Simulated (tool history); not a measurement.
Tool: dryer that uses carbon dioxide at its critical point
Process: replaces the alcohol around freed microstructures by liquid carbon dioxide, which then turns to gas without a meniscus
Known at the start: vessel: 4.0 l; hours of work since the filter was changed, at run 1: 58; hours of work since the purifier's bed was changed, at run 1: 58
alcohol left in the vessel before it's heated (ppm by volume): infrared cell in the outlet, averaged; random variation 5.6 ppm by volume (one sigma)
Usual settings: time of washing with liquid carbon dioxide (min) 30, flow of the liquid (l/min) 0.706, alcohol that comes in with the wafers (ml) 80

run	hour	time of washing with liquid carbon dioxide (min)	flow of the liquid (l/min)	alcohol that comes in with the wafers (ml)	hours of work since the filter was changed	hours of work since the purifier's bed was changed	alcohol left in the vessel before it's heated (ppm by volume)
1	0.0	30	0.706	80	58	58	186
2	19.8	30	0.706	80	71	71	210
3	39.8	30	0.706	80	83	83	203
4	60.4	30	0.706	80	96	96	213
5	77.9	30	0.706	80	106	106	210
6	98.5	30	0.706	80	119	119	217
7	120.6	32	0.619	34	132	132	128
8	152.0	18	0.980	20	152	152	139
9	180.8	18	0.980	20	169	169	146
10	207.2	30	0.706	105	186	186	300
11	227.7	27	0.656	80	198	198	467
12	259.5	27	0.656	80	218	218	470

Measured less the same run without the tool's hidden state. The same run-to-run variation is in both; the gauge's scatter may not be:
The hidden state here: flow that reaches the vessel past the clogged filter, %; alcohol in the recycled carbon dioxide, ppm; drift of the gauge itself on alcohol_ppm, %.
run	alcohol left in the vessel before it's heated (ppm by volume)
1	+20
2	+24
3	+27
4	+32
5	+34
6	+38
7	+30
8	+34
9	+38
10	+70
11	+91
12	+100

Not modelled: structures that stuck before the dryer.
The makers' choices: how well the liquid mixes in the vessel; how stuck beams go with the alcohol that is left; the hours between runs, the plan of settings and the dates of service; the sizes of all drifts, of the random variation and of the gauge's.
